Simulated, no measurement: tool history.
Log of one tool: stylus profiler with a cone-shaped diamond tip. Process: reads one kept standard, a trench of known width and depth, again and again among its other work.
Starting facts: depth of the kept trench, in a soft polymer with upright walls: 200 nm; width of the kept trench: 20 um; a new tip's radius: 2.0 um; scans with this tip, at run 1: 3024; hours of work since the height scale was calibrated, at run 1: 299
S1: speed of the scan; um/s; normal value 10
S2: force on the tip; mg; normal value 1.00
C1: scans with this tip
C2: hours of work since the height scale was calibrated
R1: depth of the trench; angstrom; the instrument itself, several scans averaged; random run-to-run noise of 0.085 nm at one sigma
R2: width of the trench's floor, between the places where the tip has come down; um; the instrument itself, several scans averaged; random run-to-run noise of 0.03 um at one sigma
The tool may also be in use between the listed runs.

| run | hour | S1 | S2 | C1 | C2 | R1 | R2 |
|---|---|---|---|---|---|---|---|
| 1 | 0.0 | 10 | 1.00 | 3024 | 299 | 2008.5 | 17.75 |
| 2 | 83.9 | 10 | 0.99 | 3615 | 358 | 2008.9 | 17.74 |
| 3 | 159.7 | 10 | 0.99 | 4150 | 411 | 2008.2 | 17.72 |
| 4 | 210.7 | 10 | 0.99 | 4509 | 446 | 2008.5 | 17.63 |
| 5 | 258.9 | 10 | 0.99 | 4850 | 480 | 2007.4 | 17.65 |
| 6 | 367.2 | 10 | 0.38 | 5613 | 556 | 2001.3 | 17.51 |
| 7 | 480.9 | 18 | 1.00 | 6415 | 635 | 2005.6 | 17.40 |
| 8 | 563.0 | 10 | 0.90 | 6994 | 692 | 2005.9 | 17.42 |
| 9 | 648.5 | 10 | 0.90 | 7597 | 752 | 2006.6 | 17.37 |
| 10 | 721.7 | 10 | 0.72 | 8113 | 803 | 2002.7 | 17.34 |
|  | 727.7 | height scale calibrated on a step standard |
| 11 | 779.5 | 4 | 0.72 | 8517 | 36 | 2001.6 | 17.34 |
| 12 | 838.6 | 4 | 0.72 | 8934 | 77 | 1999.4 | 17.23 |
| 13 | 919.9 | 4 | 0.72 | 9507 | 134 | 2000.4 | 17.27 |
| 14 | 1014.5 | 8 | 1.00 | 10174 | 200 | 2002.6 | 17.25 |
| 15 | 1106.4 | 8 | 1.00 | 10822 | 264 | 2001.6 | 17.05 |
|  | 1148.2 | height scale calibrated on a step standard, once more |
| 16 | 1171.2 | 3 | 0.41 | 11276 | 16 | 2005.3 | 17.09 |
| 17 | 1272.4 | 3 | 0.41 | 11990 | 87 | 2004.3 | 17.03 |
| 18 | 1384.8 | 25 | 1.00 | 12782 | 165 | 2008.3 | 16.86 |
| 19 | 1432.1 | 25 | 1.00 | 13116 | 198 | 2007.2 | 16.76 |
| 20 | 1544.1 | 2 | 1.10 | 13906 | 276 | 2008.2 | 16.93 |
| 21 | 1645.8 | 39 | 0.52 | 14623 | 347 | 2002.7 | 16.39 |
|  | 1684.3 | new tip fitted, height scale calibrated |
| 22 | 1756.2 | 30 | 0.56 | 507 | 50 | 2006.5 | 17.83 |
| 23 | 1853.7 | 21 | 1.15 | 1194 | 118 | 2010.6 | 17.96 |
| 24 | 1906.5 | 21 | 1.15 | 1567 | 155 | 2009.5 | 17.91 |
| 25 | 1959.6 | 34 | 0.34 | 1941 | 192 | 2005.1 | 17.54 |
| 26 | 2050.4 | 9 | 0.40 | 2582 | 256 | 2004.1 | 17.81 |
| 27 | 2149.7 | 9 | 0.40 | 3282 | 325 | 2004.7 | 17.71 |
| 28 | 2245.3 | 9 | 0.40 | 3956 | 392 | 2003.8 | 17.66 |
| 29 | 2301.8 | 9 | 0.40 | 4355 | 431 | 2004.5 | 17.58 |
| 30 | 2404.4 | 12 | 0.86 | 5078 | 503 | 2005.6 | 17.56 |

What if the next run were any one of these 3? Each begins from the tool's condition after run 30:
| A | 2509.8 | 6 | 2.95 | 5822 | 576 | ? | ? |
| B | 2509.8 | 2 | 1.11 | 5822 | 576 | ? | ? |
| C | 2509.8 | 11 | 2.70 | 5822 | 576 | ? | ? |

| run | R1 | R2 |
|---|---|---|
| A | 2018.9 | 17.56 |
| B | 2007.7 | 17.57 |
| C | 2016.9 | 17.53 |
Had the tool no hidden state, the same runs would have come out as:
| run | R1 | R2 |
|---|---|---|
| A | 2021.4 | 18.20 |
| B | 2010.2 | 18.22 |
| C | 2019.4 | 18.18 |
